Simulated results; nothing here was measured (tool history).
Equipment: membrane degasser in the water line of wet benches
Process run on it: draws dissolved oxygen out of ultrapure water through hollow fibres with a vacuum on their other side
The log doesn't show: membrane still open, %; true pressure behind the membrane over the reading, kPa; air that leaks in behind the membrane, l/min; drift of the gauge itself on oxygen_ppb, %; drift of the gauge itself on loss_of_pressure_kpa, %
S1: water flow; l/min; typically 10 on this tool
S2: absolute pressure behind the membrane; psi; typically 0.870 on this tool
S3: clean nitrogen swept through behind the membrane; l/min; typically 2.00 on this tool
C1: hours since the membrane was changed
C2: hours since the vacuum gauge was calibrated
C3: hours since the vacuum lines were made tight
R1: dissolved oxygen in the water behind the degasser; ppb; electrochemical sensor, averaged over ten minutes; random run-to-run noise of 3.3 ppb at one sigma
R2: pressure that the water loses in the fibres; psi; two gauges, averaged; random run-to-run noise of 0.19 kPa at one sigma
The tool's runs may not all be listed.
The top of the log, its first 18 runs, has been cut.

run,hour,S1,S2,S3,C1,C2,C3,R1,R2
19,1246.6,10,0.635,4.64,2861,146,2769,315.0,7.388
20,1289.7,14,0.528,3.72,2904,189,2812,686.8,10.405
21,1376.6,11,0.870,1.08,2991,276,2898,469.3,8.177
# hour 1383.5: vacuum gauge calibrated, once more
22,1463.3,11,0.870,1.08,3077,80,2985,459.9,8.089
23,1519.3,14,2.017,4.14,3133,136,3041,745.7,10.331
24,1569.0,14,2.017,4.14,3183,186,3090,752.8,10.341
25,1617.8,8,1.585,4.14,3231,234,3139,203.0,5.989
26,1688.0,10,1.790,0.93,3302,304,3209,533.6,7.416
27,1755.2,6,0.526,2.74,3369,372,3277,63.9,4.461
28,1832.7,8,1.321,4.13,3446,449,3354,194.4,5.967
29,1916.3,10,0.828,2.00,3530,533,3438,346.1,7.443
30,1957.8,10,0.828,2.00,3571,574,3479,341.1,7.417
31,2042.8,13,0.828,5.48,3656,659,3564,595.5,9.651
32,2128.9,6,0.669,3.89,3742,745,3650,68.5,4.441

Below are 3 alternative next runs, each starting from the tool's condition after run 32. Predict each:
A,2181.1,12,1.819,2.00,3795,798,3702,?,?
B,2181.1,13,0.790,2.66,3795,798,3702,?,?
C,2181.1,6,0.606,3.89,3795,798,3702,?,?

run,R1,R2
A,608.3,8.942
B,611.8,9.684
C,67.2,4.421
Without the tool's hidden state the same runs would have given:
run,R1,R2
A,574.4,8.728
B,574.5,9.452
C,59.9,4.313

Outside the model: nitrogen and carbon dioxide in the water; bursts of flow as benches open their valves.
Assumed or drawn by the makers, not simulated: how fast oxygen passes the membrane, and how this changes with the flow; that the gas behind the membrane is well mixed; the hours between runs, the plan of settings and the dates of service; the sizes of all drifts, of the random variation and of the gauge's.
